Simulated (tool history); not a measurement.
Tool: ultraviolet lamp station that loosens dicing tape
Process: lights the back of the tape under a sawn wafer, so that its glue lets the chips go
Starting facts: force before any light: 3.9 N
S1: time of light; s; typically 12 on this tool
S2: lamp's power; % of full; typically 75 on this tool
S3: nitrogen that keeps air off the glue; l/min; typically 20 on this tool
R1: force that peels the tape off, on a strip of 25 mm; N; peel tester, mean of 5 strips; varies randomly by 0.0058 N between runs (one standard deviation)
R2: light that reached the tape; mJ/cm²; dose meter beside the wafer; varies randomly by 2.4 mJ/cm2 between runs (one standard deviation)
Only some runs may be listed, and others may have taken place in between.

run,hour,S1,S2,S3,R1,R2
1,0.0,12,75,20,0.190,230
2,37.9,12,75,20,0.203,222
3,66.2,12,75,20,0.200,222
4,111.1,12,75,20,0.213,215
5,142.3,12,75,20,0.226,215
6,187.7,12,75,20,0.237,206
7,234.5,12,75,20,0.245,207
8,278.7,12,75,20,0.252,196
9,309.9,12,75,20,0.270,195
10,359.1,12,76,20,0.275,190
# hour 363.2: window cleaned of glue's vapour
11,405.9,12,76,20,0.210,220
12,453.8,12,63,20,0.323,179
13,484.9,14,82,22,0.136,269
14,521.7,12,95,28,0.125,263
15,568.0,10,70,20,0.426,159
16,596.5,10,70,20,0.436,155
17,638.0,12,99,16,0.183,259
18,664.8,12,99,16,0.189,254
19,694.1,12,99,16,0.201,252
20,719.2,11,78,6,0.812,177
# hour 758.6: window cleaned of glue's vapour
21,758.6,19,100,30,0.086,449
22,809.2,19,100,30,0.090,438
23,848.5,19,73,30,0.101,312

Hidden state or all else? Some run-to-run changes of R1, split into what the settings, what came in and random variation would give without the hidden state, and what is left for the hidden state (with any gauge scatter that isn't in both results):
Unlogged tool condition in this case: lamp's light, % of a new lamp's; light that the window lets through, % of a clean one's; drift of the gauge itself on peel_n, %; drift of the gauge itself on dose_mj_cm2, %.
Run 19 -> 20: S1 12 -> 11, S2 99 -> 78, S3 16 -> 6. R1 +0.611 N: hidden state +0.280, all else +0.331.
Run 20 -> 21: S1 11 -> 19, S2 78 -> 100, S3 6 -> 30, window cleaned of glue's vapour. R1 -0.726 N: hidden state -0.365, all else -0.361.
